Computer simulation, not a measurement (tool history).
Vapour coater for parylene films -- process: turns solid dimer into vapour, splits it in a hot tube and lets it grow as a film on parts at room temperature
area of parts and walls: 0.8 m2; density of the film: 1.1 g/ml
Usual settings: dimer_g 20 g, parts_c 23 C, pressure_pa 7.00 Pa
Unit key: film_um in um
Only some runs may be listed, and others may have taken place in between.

run     day  dimer_g  parts_c  pressure_pa  film_um
  1   0.000       20       23         7.00    15.66
  2   0.925       20       23         7.00    15.75
  3   2.488       20       23         7.00    15.52
  4   4.254       20       23         7.00    15.33
  5   6.017       20       23         7.00    15.28
  6   7.183       36       23         7.00    27.29
  7   8.054       24       23         7.00    18.07
  8   9.271       24       23         7.00    17.86
  9  10.933       24       23         7.00    17.75
 10  12.312       20       23         7.00    14.54
 11  13.438       20       29         2.21    13.58
     14.088  -- trap's valve overhauled
 12  14.638       20       29         2.21    12.65
 13  15.967       25       15         3.16    22.97
 14  17.008       20       23         8.72    13.03
 15  18.142       16       29         7.00     8.27
 16  19.488        9       23         7.00     5.94
 17  20.296        8       23         4.16     5.80
 18  21.500       20       19         6.85    15.26
     22.588  -- table's thermometer calibrated
     22.904  -- trap's valve overhauled, once more
 19  23.538       20       19         6.85    18.80

4 ways to go on from here, each from the tool as it stands after run 19. What would each give?
  A  24.979       23       19         3.81        ?
  B  24.979       10       23         3.36        ?
  C  24.979        9       34         7.00        ?
  D  24.979       22       19         2.11        ?

run  film_um
  A    23.82
  B     8.87
  C     4.39
  D    24.01
Without the tool's hidden state the same runs would have given:
run  film_um
  A    24.17
  B     9.00
  C     4.45
  D    24.40
